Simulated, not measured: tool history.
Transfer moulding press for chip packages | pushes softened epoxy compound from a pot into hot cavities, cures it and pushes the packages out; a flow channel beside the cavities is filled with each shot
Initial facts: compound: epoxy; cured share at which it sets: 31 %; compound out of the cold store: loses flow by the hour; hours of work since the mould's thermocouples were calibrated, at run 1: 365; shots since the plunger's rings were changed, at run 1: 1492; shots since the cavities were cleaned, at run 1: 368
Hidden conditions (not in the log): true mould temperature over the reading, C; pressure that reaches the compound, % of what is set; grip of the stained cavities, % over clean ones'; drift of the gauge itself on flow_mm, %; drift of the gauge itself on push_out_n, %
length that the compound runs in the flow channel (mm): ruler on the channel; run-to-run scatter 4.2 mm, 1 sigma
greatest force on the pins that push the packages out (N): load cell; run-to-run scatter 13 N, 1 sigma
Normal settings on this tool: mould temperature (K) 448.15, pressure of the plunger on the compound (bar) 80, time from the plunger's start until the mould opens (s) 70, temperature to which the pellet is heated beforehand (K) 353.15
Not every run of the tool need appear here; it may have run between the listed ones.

run	hour	mould temperature (K)	pressure of the plunger on the compound (bar)	time from the plunger's start until the mould opens (s)	temperature to which the pellet is heated beforehand (K)	hours of work since the mould's thermocouples were calibrated	shots since the plunger's rings were changed	shots since the cavities were cleaned	incoming compound's hours out of the cold store	length that the compound runs in the flow channel (mm)	greatest force on the pins that push the packages out (N)
1	0	448.15	80	70	353.15	365	1492	368	43.3	556	1043
# hour 17.1: cavities cleaned with cleaning compound and waxed
2	18.4	448.15	80	70	353.15	371	1645	12	44	556	652
3	39.5	448.15	80	70	353.15	380	1835	202	36.2	565	930
4	52	448.15	80	70	353.15	385	1949	316	18.4	597	1066
# hour 74.6: cavities cleaned with cleaning compound and waxed
5	81.3	448.15	80	70	353.15	396	2199	60	24.7	585	775
6	94.1	448.15	69.8	70	353.15	402	2316	177	44.5	509	845
7	120.7	448.15	80	70	353.15	412	2555	416	12.9	609	1090
# hour 132.3: cavities cleaned with cleaning compound and waxed
8	151.9	448.15	80	54	353.15	425	2824	177	17.5	589	1927
9	179.1	448.15	80	54	353.15	436	3070	423	17.9	592	2313
# hour 189.5: cavities cleaned with cleaning compound and waxed
10	197.3	448.15	80	54	353.15	442	3220	69	17.6	590	1632
11	222.6	448.15	80	54	353.15	453	3449	298	33.8	560	1984
12	239.2	448.15	80	54	353.15	460	3600	449	42.1	526	2199
# hour 246.3: cavities cleaned with cleaning compound and waxed
13	259.8	448.15	80	70	353.15	467	3772	121	42.5	527	785
14	272.2	448.15	80	70	353.15	472	3885	234	33.2	549	953
# hour 276.7: mould's thermocouples calibrated
15	302.7	448.15	80	70	353.15	11	4142	491	36.6	540	1136
# hour 306.3: cavities cleaned with cleaning compound and waxed
# hour 321.3: plunger's sealing rings changed
16	323.6	449.15	95.3	70	362.15	17	20	133	16.8	684	773
17	352.3	449.15	95.3	70	362.15	29	280	393	40	621	939
# hour 367.4: cavities cleaned with cleaning compound and waxed
18	375.3	449.15	95.3	70	362.15	38	474	71	25.8	649	688
19	401	448.15	80	57	344.15	48	706	303	39.7	573	1926
# hour 424.9: cavities cleaned with cleaning compound and waxed
20	427.6	448.15	80	57	344.15	59	933	24	47.6	553	1322
# hour 443: mould's thermocouples calibrated, once more
21	455.2	445.15	75.8	97	353.15	5	1165	256	29.8	574	621
22	480.5	454.15	60.7	97	353.15	15	1394	485	46.3	473	640
# hour 484.1: cavities cleaned with cleaning compound and waxed
23	497.5	441.15	60.7	97	358.15	22	1534	122	31.3	517	592
24	517.2	441.15	60.7	97	358.15	30	1712	300	47.4	485	716
25	535.4	441.15	60.7	97	358.15	37	1876	464	30	520	812
# hour 541.4: cavities cleaned with cleaning compound and waxed
26	562.3	449.15	60.7	97	349.15	47	2106	189	34.1	495	526
27	581.4	449.15	60.7	97	349.15	55	2278	361	15.2	527	601
# hour 598.6: cavities cleaned with cleaning compound and waxed
28	598.6	442.15	61.7	95	357.15	62	2420	0	44.7	482	459
29	623.6	444.15	75.8	68	362.15	72	2646	226	44.5	534	1158

Consider 3 possible next runs. They are alternatives, not a sequence: every one starts from the tool as it was left by run 29. What does each give?
A	638.1	448.15	79.6	70	353.15	78	2777	357	41.5	?	?
B	638.1	452.15	79.6	55	353.15	78	2777	357	23.4	?	?
C	638.1	448.15	80	70	346.15	78	2777	357	18.2	?	?

run	length that the compound runs in the flow channel (mm)	greatest force on the pins that push the packages out (N)
A	549	985
B	579	1611
C	591	1104
Without the tool's unlogged condition, the same runs would have read:
run	length that the compound runs in the flow channel (mm)	greatest force on the pins that push the packages out (N)
A	576	593
B	608	970
C	620	664

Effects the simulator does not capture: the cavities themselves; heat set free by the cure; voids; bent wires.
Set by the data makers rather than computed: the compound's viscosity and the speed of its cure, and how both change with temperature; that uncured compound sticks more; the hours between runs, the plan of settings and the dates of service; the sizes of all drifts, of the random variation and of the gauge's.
